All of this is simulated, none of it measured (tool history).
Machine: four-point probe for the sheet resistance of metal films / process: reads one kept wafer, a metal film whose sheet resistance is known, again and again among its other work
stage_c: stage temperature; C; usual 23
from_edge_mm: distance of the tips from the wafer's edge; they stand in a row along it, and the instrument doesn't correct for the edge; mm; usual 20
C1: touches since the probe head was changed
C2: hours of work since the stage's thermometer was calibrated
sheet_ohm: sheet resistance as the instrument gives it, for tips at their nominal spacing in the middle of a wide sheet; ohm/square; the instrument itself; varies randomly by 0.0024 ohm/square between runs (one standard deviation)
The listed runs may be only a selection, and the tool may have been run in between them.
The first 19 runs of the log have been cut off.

{"run": 20, "hour": 263.8, "stage_c": 27, "from_edge_mm": 20, "C1": 19114, "C2": 275, "sheet_ohm": 12.274637}
{"run": 21, "hour": 275.1, "stage_c": 27, "from_edge_mm": 20, "C1": 19314, "C2": 281, "sheet_ohm": 12.269795}
{"run": 22, "hour": 288.3, "stage_c": 27, "from_edge_mm": 20, "C1": 19544, "C2": 287, "sheet_ohm": 12.271557}
{"run": 23, "hour": 297.7, "stage_c": 21, "from_edge_mm": 20, "C1": 19710, "C2": 291, "sheet_ohm": 12.300413}
{"run": 24, "hour": 306.4, "stage_c": 34, "from_edge_mm": 4, "C1": 19863, "C2": 296, "sheet_ohm": 12.33211}
{"run": 25, "hour": 322.8, "stage_c": 31, "from_edge_mm": 21, "C1": 20151, "C2": 304, "sheet_ohm": 12.247699}
{"run": 26, "hour": 334.8, "stage_c": 31, "from_edge_mm": 21, "C1": 20360, "C2": 309, "sheet_ohm": 12.246576}
{"run": 27, "hour": 354.8, "stage_c": 29, "from_edge_mm": 13, "C1": 20712, "C2": 319, "sheet_ohm": 12.266957}
{"hour": 357.1, "done": "stage's thermometer calibrated"}
{"run": 28, "hour": 366.1, "stage_c": 35, "from_edge_mm": 71, "C1": 20901, "C2": 4, "sheet_ohm": 12.223086}
{"run": 29, "hour": 381.6, "stage_c": 35, "from_edge_mm": 69, "C1": 21174, "C2": 12, "sheet_ohm": 12.223053}
{"run": 30, "hour": 398.0, "stage_c": 19, "from_edge_mm": 5, "C1": 21461, "C2": 20, "sheet_ohm": 12.381613}
{"hour": 414.4, "done": "stage's thermometer calibrated, once more"}
{"run": 31, "hour": 418.2, "stage_c": 19, "from_edge_mm": 5, "C1": 21807, "C2": 2, "sheet_ohm": 12.382584}
{"run": 32, "hour": 431.7, "stage_c": 27, "from_edge_mm": 4, "C1": 22045, "C2": 8, "sheet_ohm": 12.373678}
{"run": 33, "hour": 447.2, "stage_c": 28, "from_edge_mm": 3, "C1": 22317, "C2": 16, "sheet_ohm": 12.446007}
{"run": 34, "hour": 457.7, "stage_c": 28, "from_edge_mm": 3, "C1": 22501, "C2": 21, "sheet_ohm": 12.445958}
{"run": 35, "hour": 474.9, "stage_c": 31, "from_edge_mm": 4, "C1": 22802, "C2": 29, "sheet_ohm": 12.348064}
{"run": 36, "hour": 493.5, "stage_c": 20, "from_edge_mm": 5, "C1": 23128, "C2": 38, "sheet_ohm": 12.381985}
{"run": 37, "hour": 507.0, "stage_c": 20, "from_edge_mm": 5, "C1": 23366, "C2": 45, "sheet_ohm": 12.380322}
{"run": 38, "hour": 517.8, "stage_c": 23, "from_edge_mm": 11, "C1": 23556, "C2": 50, "sheet_ohm": 12.308894}
{"run": 39, "hour": 529.3, "stage_c": 24, "from_edge_mm": 10, "C1": 23757, "C2": 56, "sheet_ohm": 12.304988}
{"run": 40, "hour": 542.5, "stage_c": 24, "from_edge_mm": 10, "C1": 23989, "C2": 62, "sheet_ohm": 12.307264}
{"run": 41, "hour": 562.5, "stage_c": 24, "from_edge_mm": 21, "C1": 24339, "C2": 72, "sheet_ohm": 12.300025}
{"run": 42, "hour": 575.6, "stage_c": 23, "from_edge_mm": 6, "C1": 24570, "C2": 78, "sheet_ohm": 12.342674}
{"run": 43, "hour": 585.2, "stage_c": 25, "from_edge_mm": 6, "C1": 24739, "C2": 83, "sheet_ohm": 12.334256}
{"run": 44, "hour": 597.2, "stage_c": 27, "from_edge_mm": 4, "C1": 24948, "C2": 88, "sheet_ohm": 12.384452}

4 options for the next run, each taken on its own from the tool as it stands now. Forecast them:
{"run": "A", "hour": 612.5, "stage_c": 27, "from_edge_mm": 14, "C1": 25218, "C2": 96, "sheet_ohm": "?"}
{"run": "B", "hour": 612.5, "stage_c": 24, "from_edge_mm": 20, "C1": 25218, "C2": 96, "sheet_ohm": "?"}
{"run": "C", "hour": 612.5, "stage_c": 30, "from_edge_mm": 20, "C1": 25218, "C2": 96, "sheet_ohm": "?"}
{"run": "D", "hour": 612.5, "stage_c": 32, "from_edge_mm": 17, "C1": 25218, "C2": 96, "sheet_ohm": "?"}

run=A sheet_ohm=12.280296
run=B sheet_ohm=12.299663
run=C sheet_ohm=12.263385
run=D sheet_ohm=12.248457
What these runs would have given with no unlogged condition in the tool:
run=A sheet_ohm=12.194342
run=B sheet_ohm=12.213581
run=C sheet_ohm=12.177539
run=D sheet_ohm=12.162710
